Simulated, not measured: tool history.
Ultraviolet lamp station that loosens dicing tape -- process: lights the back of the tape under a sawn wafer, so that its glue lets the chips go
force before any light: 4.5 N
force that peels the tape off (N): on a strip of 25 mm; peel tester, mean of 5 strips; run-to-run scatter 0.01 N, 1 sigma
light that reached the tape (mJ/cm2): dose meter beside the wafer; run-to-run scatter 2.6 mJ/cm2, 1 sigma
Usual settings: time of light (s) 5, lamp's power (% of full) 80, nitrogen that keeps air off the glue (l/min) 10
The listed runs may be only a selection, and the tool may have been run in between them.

run   hour  time of light (s)  lamp's power (% of full)  nitrogen that keeps air off the glue (l/min)  force that peels the tape off (N)  light that reached the tape (mJ/cm2)
  1      0                  5                        80                                            10                              0.921                                   224
  2   24.4                  5                        80                                            10                               0.93                                   226
  3   62.3                  5                        80                                            10                              0.929                                   219
  4   97.8                  5                        80                                            10                              0.992                                   219
  5  123.3                  4                        80                                            10                              1.343                                   166
  6  158.9                  5                        80                                            10                              1.025                                   209
     167.1  -- window cleaned of glue's vapour
       171  -- lamp changed
  7  204.2                  5                        76                                            10                              0.546                                   306
  8  253.9                  5                        76                                            10                              0.538                                   303
  9  280.9                  5                        76                                            10                              0.543                                   297
 10    334                  5                        80                                            10                              0.533                                   306
 11    375                  5                        80                                            10                              0.547                                   303
 12  419.6                  7                        85                                            20                              0.207                                   443
 13  456.9                  7                        85                                            20                              0.201                                   437
 14  492.7                  5                        68                                            13                              0.718                                   249
 15  519.9                  2                        80                                             6                              2.179                                   116
 16  550.4                  5                        63                                             8                              0.968                                   221
 17    604                  5                        80                                             6                              0.801                                   276
 18  655.3                  5                        78                                             8                              0.766                                   259
 19  678.4                  5                        78                                            17                              0.629                                   260
 20  707.8                  5                        78                                            11                              0.715                                   256
 21  734.5                  5                        78                                            11                              0.726                                   252

Forecast each of these 4 alternatives for the next run:
  A  785.4                  4                        74                                             9                                  ?                                     ?
  B  785.4                  2                        66                                            13                                  ?                                     ?
  C  785.4                  5                        96                                            11                                  ?                                     ?
  D  785.4                  5                        64                                            10                                  ?                                     ?

run  force that peels the tape off (N)  light that reached the tape (mJ/cm2)
  A                              1.188                                   189
  B                              2.339                                    84
  C                              0.524                                   301
  D                              1.032                                   199
The same runs, with their run-to-run variation unchanged, on a tool lacking any hidden condition would have given:
run  force that peels the tape off (N)  light that reached the tape (mJ/cm2)
  A                              0.793                                   250
  B                              1.897                                   111
  C                              0.298                                   400
  D                              0.668                                   265
